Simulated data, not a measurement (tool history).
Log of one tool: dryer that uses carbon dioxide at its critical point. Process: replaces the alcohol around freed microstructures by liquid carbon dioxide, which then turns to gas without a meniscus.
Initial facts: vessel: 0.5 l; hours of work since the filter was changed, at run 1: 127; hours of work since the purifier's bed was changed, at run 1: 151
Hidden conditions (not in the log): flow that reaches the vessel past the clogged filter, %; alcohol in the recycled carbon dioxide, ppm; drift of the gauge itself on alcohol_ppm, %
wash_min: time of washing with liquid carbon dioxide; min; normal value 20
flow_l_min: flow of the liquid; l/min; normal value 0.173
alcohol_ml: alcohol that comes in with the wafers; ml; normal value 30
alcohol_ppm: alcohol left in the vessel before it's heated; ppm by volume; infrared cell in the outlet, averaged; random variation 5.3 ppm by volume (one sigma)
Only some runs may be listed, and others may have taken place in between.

| run | day | wash_min | flow_l_min | alcohol_ml | hours of work since the filter was changed | hours of work since the purifier's bed was changed | alcohol_ppm |
|---|---|---|---|---|---|---|---|
| 1 | 0 | 20 | 0.173 | 30 | 127 | 151 | 247 |
| 2 | 0.333 | 20 | 0.173 | 30 | 133 | 157 | 236 |
| 3 | 0.654 | 20 | 0.173 | 30 | 138 | 162 | 259 |
| 4 | 1.054 | 20 | 0.173 | 61 | 145 | 169 | 481 |
| 5 | 1.533 | 20 | 0.173 | 61 | 153 | 177 | 500 |
| 6 | 1.829 | 20 | 0.173 | 61 | 159 | 183 | 527 |
| 7 | 2.242 | 20 | 0.173 | 61 | 166 | 190 | 543 |
| 8 | 2.642 | 20 | 0.173 | 61 | 173 | 197 | 562 |
| 9 | 2.858 | 18 | 0.173 | 61 | 176 | 200 | 926 |
| 10 | 3.242 | 20 | 0.269 | 30 | 183 | 207 | 62 |
| 11 | 3.642 | 20 | 0.269 | 30 | 190 | 214 | 71 |
| 12 | 4.033 | 20 | 0.269 | 30 | 197 | 221 | 77 |
| 13 | 4.479 | 20 | 0.195 | 30 | 205 | 229 | 206 |
|  | 4.733 | inlet filter changed |
| 14 | 4.921 | 20 | 0.173 | 59 | 3 | 236 | 270 |
| 15 | 5.183 | 20 | 0.113 | 59 | 8 | 240 | 2182 |
| 16 | 5.6 | 20 | 0.113 | 59 | 15 | 247 | 2257 |
| 17 | 5.817 | 20 | 0.173 | 30 | 19 | 251 | 190 |
| 18 | 6.229 | 20 | 0.173 | 30 | 26 | 258 | 184 |
| 19 | 6.504 | 20 | 0.173 | 30 | 31 | 263 | 189 |
| 20 | 6.817 | 20 | 0.173 | 30 | 36 | 268 | 196 |
| 21 | 7.067 | 20 | 0.173 | 30 | 41 | 273 | 197 |
| 22 | 7.462 | 24 | 0.173 | 30 | 47 | 280 | 123 |
| 23 | 7.896 | 20 | 0.173 | 58 | 55 | 287 | 336 |
| 24 | 8.383 | 20 | 0.177 | 46 | 63 | 296 | 258 |
| 25 | 8.796 | 20 | 0.177 | 46 | 71 | 303 | 285 |
| 26 | 9.162 | 26 | 0.142 | 120 | 77 | 309 | 514 |
| 27 | 9.533 | 18 | 0.134 | 89 | 83 | 316 | 3185 |
| 28 | 10 | 21 | 0.127 | 57 | 91 | 324 | 1404 |
| 29 | 10.45 | 18 | 0.15 | 53 | 99 | 332 | 1224 |
| 30 | 10.921 | 20 | 0.223 | 30 | 108 | 340 | 122 |
| 31 | 11.346 | 13 | 0.292 | 83 | 115 | 347 | 309 |
| 32 | 11.583 | 30 | 0.212 | 33 | 119 | 351 | 95 |
| 33 | 11.871 | 30 | 0.212 | 33 | 124 | 356 | 102 |
| 34 | 12.296 | 21 | 0.228 | 30 | 131 | 364 | 117 |
| 35 | 12.729 | 20 | 0.14 | 28 | 139 | 371 | 694 |
| 36 | 13.146 | 20 | 0.251 | 28 | 146 | 378 | 113 |
| 37 | 13.579 | 20 | 0.251 | 28 | 154 | 386 | 117 |
| 38 | 13.796 | 20 | 0.251 | 28 | 157 | 390 | 122 |
| 39 | 14.1 | 20 | 0.251 | 28 | 163 | 395 | 119 |
| 40 | 14.433 | 20 | 0.16 | 30 | 169 | 401 | 490 |
| 41 | 14.846 | 27 | 0.173 | 44 | 176 | 408 | 164 |
| 42 | 15.208 | 20 | 0.159 | 95 | 182 | 414 | 1395 |
| 43 | 15.492 | 20 | 0.159 | 95 | 187 | 419 | 1431 |
| 44 | 15.892 | 20 | 0.177 | 41 | 194 | 426 | 421 |
| 45 | 16.321 | 20 | 0.122 | 30 | 201 | 433 | 1636 |
|  | 16.771 | inlet filter changed |
| 46 | 16.817 | 20 | 0.122 | 27 | 1 | 441 | 820 |

Branching from run 46: 4 alternative next runs. What would each branch give?
| A | 17.104 | 20 | 0.255 | 23 | 6 | 446 | ? |
| B | 17.104 | 32 | 0.106 | 31 | 6 | 446 | ? |
| C | 17.104 | 13 | 0.107 | 39 | 6 | 446 | ? |
| D | 17.104 | 15 | 0.195 | 35 | 6 | 446 | ? |

| run | alcohol_ppm |
|---|---|
| A | 127 |
| B | 285 |
| C | 6761 |
| D | 432 |
With no hidden state in the tool, these same runs would have given:
| run | alcohol_ppm |
|---|---|
| A | 11 |
| B | 162 |
| C | 6530 |
| D | 301 |

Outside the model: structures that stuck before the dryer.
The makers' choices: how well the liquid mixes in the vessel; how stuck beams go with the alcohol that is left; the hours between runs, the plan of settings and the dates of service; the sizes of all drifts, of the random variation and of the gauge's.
